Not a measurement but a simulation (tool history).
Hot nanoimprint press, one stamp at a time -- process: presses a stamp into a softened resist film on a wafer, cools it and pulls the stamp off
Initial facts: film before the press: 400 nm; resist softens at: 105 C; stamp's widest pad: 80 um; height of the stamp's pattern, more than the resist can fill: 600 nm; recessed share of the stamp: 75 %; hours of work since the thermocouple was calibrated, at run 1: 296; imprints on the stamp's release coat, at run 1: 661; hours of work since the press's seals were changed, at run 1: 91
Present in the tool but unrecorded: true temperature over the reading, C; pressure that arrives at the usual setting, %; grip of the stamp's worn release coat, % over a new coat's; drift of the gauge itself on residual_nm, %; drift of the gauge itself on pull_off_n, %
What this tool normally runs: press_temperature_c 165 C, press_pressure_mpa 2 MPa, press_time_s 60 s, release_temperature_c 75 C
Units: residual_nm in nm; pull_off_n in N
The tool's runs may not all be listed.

run     day  press_temperature_c  press_pressure_mpa  press_time_s  release_temperature_c  hours of work since the thermocouple was calibrated  imprints on the stamp's release coat  hours of work since the press's seals were changed  residual_nm  pull_off_n
  1       0                  165                   2            60                     75                                                  296                                   661                                                  91        144.4       143.4
  2     0.3                  165                   2            60                     75                                                  299                                   674                                                  94        144.7       145.5
  3   0.729                  165                   2            60                     75                                                  303                                   693                                                  98        144.6       143.4
  4   1.092                  165                   2            60                     75                                                  306                                   709                                                 101          145       145.2
      1.533  -- stamp cleaned and given a new release coat
  5   1.783                  165                   2            60                     75                                                  311                                    11                                                 106        144.5       129.3
  6   1.988                  165                   2            60                     75                                                  313                                    20                                                 108          145       130.5
  7   2.412                  165                   2            32                     75                                                  317                                    38                                                 112        179.4       130.7
  8   2.879                  165                   2            32                     75                                                  321                                    59                                                 116          178       132.4
  9   3.317                  165                   2            32                     75                                                  326                                    78                                                 120        179.2       131.4
 10   3.542                  165                   2            32                     75                                                  328                                    88                                                 123        178.3       132.1
 11   3.942                  165                   2            60                     75                                                  332                                   105                                                 126        144.2       132.2
 12   4.258                  165                   2            60                     75                                                  335                                   119                                                 129        144.2       132.7
 13   4.579                  165                   2            47                     75                                                  338                                   133                                                 133        156.8       132.9
 14   5.033                  165                   2            47                     75                                                  342                                   153                                                 137        155.8       132.9
 15   5.308                  165                   2            47                     75                                                  345                                   165                                                 140        156.6       132.1
 16   5.729                  165                 1.4            35                     67                                                  349                                   184                                                 144        210.3       149.6
 17   5.975                  165                 1.4            35                     67                                                  351                                   195                                                 146          210       150.3
 18   6.375                  165                 1.4            35                     67                                                  355                                   212                                                 150        209.3       149.8
 19   6.792                  170                1.77            89                     78                                                  359                                   231                                                 154        117.3       129.8
 20   7.188                  170                1.77            89                     78                                                  363                                   248                                                 158        117.3       128.3
 21   7.671                  170                1.77            89                     78                                                  368                                   269                                                 162        117.7       130.4
 22   8.092                  158                   2            60                     72                                                  372                                   288                                                 166        178.1       140.7
 23    8.45                  165                   2           106                     75                                                  375                                   303                                                 170        117.6         136
 24   8.692                  165                1.98            60                     75                                                  377                                   314                                                 172        144.3       135.3
 25   9.033                  165                1.98            60                     75                                                  381                                   329                                                 176        144.3       136.9
 26   9.233                  165                2.31            47                     67                                                  383                                   338                                                 178        143.5       154.4
 27   9.429                  169                1.45            33                     65                                                  385                                   346                                                 179        188.7       156.3
 28   9.633                  159                   2            70                     75                                                  386                                   355                                                 181        163.4       136.2
 29  10.121                  160                 1.9            67                     75                                                  391                                   377                                                 186        164.7       137.5

What would each run have given without the hidden state, its run-to-run variation left as it was?
run  residual_nm  pull_off_n
  1        149.4       131.7
  2        149.8       133.4
  3        149.7       131.1
  4        150.2       132.6
  5        149.7       131.8
  6        150.3       132.9
  7        185.6       132.7
  8        184.3         134
  9        185.6       132.6
 10        184.7       133.1
 11        149.6       132.8
 12        149.7       133.1
 13        162.8         133
 14        161.8       132.6
 15        162.7       131.6
 16          218       148.3
 17        217.8       148.7
 18        217.1       147.8
 19        121.9       128.2
 20        121.9       126.4
 21        122.4       128.1
 22        186.2       137.6
 23        122.7       132.8
 24        150.4       131.9
 25        150.4       133.2
 26        149.4       149.6
 27        196.1       151.2
 28        171.2       132.1
 29        172.5       132.9

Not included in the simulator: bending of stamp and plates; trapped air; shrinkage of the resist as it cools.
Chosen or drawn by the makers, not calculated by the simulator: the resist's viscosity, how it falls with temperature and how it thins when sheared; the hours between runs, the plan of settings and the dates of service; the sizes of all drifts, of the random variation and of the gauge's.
